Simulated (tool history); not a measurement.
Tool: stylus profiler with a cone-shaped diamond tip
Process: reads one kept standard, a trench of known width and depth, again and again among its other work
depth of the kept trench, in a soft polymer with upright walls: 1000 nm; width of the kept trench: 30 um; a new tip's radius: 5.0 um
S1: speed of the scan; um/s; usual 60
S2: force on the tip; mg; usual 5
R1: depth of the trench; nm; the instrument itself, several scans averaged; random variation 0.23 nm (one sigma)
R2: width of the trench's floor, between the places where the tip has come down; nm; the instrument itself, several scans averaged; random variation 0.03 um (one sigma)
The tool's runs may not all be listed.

run,hour,S1,S2,R1,R2
1,0,60,5,1012.09,20700
2,32.5,60,5,1011.56,20630
3,63.7,60,5,1011.85,20620
4,112.6,60,10.29,1022.14,20600
5,145.2,60,8.09,1017.76,20500
6,183.6,60,8.09,1017.81,20470
7,238.6,31,1.67,1002.48,20420
8,273.4,31,1.67,1002.58,20340
9,333.7,20,9.36,1019.8,20440
# hour 360.6: height scale calibrated on a step standard
10,396.5,154,9.77,1026.36,20020
11,426.9,154,9.77,1026.44,20000
12,480,20,2.57,1010.26,20260

3 ways to go on from here, each from the tool as it stands after run 12. What would each give?
A,542,51,3.61,?,?
B,542,177,4.48,?,?
C,542,60,12.64,?,?

run,R1,R2
A,1012.92,20080
B,1015.42,19670
C,1031.27,20120
Without the tool's hidden state the same runs would have given:
run,R1,R2
A,1013.26,23820
B,1015.77,23410
C,1031.62,23860
